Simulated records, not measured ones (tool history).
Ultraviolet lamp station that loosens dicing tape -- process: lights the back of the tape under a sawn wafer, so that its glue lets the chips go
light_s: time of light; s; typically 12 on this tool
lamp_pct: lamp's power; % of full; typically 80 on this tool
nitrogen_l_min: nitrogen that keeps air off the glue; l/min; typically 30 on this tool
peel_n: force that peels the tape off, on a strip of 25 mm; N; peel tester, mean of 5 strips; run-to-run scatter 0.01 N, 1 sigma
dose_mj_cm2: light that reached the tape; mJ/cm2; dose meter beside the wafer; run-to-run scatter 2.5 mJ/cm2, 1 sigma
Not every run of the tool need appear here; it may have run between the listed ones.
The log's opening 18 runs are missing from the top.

run   hour  light_s  lamp_pct  nitrogen_l_min  peel_n  dose_mj_cm2
 19  373.5       12        80              30   0.651          226
 20  395.4       12        80              30   0.651          221
 21  414.3       13        77               9   1.269          232
     430.0  -- window cleaned of glue's vapour, once more
 22  437.9       13        77               9   1.042          273
 23  456.3       13        77               9   1.072          276
 24  483.6       12        66              15   1.077          213
 25  508.7       12        66              11   1.284          211
 26  521.7       17        66              11   0.784          299
 27  534.2       14        95              30   0.351          355
 28  546.4       11        63              30   0.881          187
 29  571.4       11        63              30   0.894          184
 30  591.6       14        75              13   0.827          274
 31  617.1       18        65              13   0.718          305
 32  637.7       13        89              10   0.879          295
 33  665.4       14        87              10   0.783          309
 34  688.9       12        63              10   1.490          195
 35  704.0       12        69              33   0.712          210
 36  726.8       13        78              12   0.959          255
 37  739.0       19        69              21   0.473          329
 38  767.2        8        79              21   1.331          155
 39  784.3       23        72              40   0.275          408

Forecast each of these 4 alternatives for the next run:
  A  810.2        6        69              59       ?            ?
  B  810.2       12        80              10       ?            ?
  C  810.2        7        93              31       ?            ?
  D  810.2       12        80              15       ?            ?

run  peel_n  dose_mj_cm2
  A   1.407           99
  B   1.162          234
  C   1.067          158
  D   0.954          232
With no hidden state in the tool, these same runs would have given:
run  peel_n  dose_mj_cm2
  A   1.088          122
  B   0.878          288
  C   0.794          195
  D   0.703          285

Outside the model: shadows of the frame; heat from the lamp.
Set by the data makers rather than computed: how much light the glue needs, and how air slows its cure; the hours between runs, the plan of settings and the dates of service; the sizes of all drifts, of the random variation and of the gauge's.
